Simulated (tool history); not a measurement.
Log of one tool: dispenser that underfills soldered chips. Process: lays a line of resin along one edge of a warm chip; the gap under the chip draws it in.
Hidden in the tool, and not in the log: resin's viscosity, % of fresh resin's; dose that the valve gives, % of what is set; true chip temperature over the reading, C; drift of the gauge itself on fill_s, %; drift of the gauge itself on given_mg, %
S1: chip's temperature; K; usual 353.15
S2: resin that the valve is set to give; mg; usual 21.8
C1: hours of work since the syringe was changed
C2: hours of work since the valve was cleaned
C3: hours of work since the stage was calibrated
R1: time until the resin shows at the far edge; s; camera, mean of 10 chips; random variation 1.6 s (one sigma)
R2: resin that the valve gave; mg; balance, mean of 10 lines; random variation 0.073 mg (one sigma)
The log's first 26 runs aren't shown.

run,day,S1,S2,C1,C2,C3,R1,R2
# day 11.262: new syringe of resin
27,11.642,350.15,24.0,6,57,543,245.3,23.26
# day 11.808: new syringe of resin
28,12.129,365.15,27.8,5,65,550,134.2,26.80
# day 12.325: new syringe of resin
29,12.621,354.15,28.2,5,73,558,187.4,27.00
# day 12.850: new syringe of resin
30,13.004,354.15,28.2,3,79,565,151.2,26.84
31,13.296,355.15,26.3,7,84,569,213.7,24.84
# day 13.379: new syringe of resin
32,13.575,341.15,19.2,3,89,574,274.3,18.22
# day 13.900: new syringe of resin
33,14.046,347.15,24.0,2,96,581,194.5,22.64
# day 14.421: new syringe of resin
34,14.571,347.15,24.0,2,105,590,203.9,22.53

4 ways to go on from here, each from the tool as it stands after run 34. What would each give?
# day 14.929: new syringe of resin
A,15.142,356.15,19.5,4,114,599,?,?
# day 14.929: new syringe of resin
B,15.142,355.15,25.6,4,114,599,?,?
# day 14.929: new syringe of resin
C,15.142,365.15,24.0,4,114,599,?,?
# day 14.929: new syringe of resin
D,15.142,347.15,21.7,4,114,599,?,?

run,R1,R2
A,157.0,18.17
B,161.4,23.92
C,113.4,22.32
D,215.0,20.28
Without the tool's hidden state the same runs would have given:
run,R1,R2
A,137.7,19.51
B,143.3,25.68
C,99.7,23.97
D,191.3,21.77
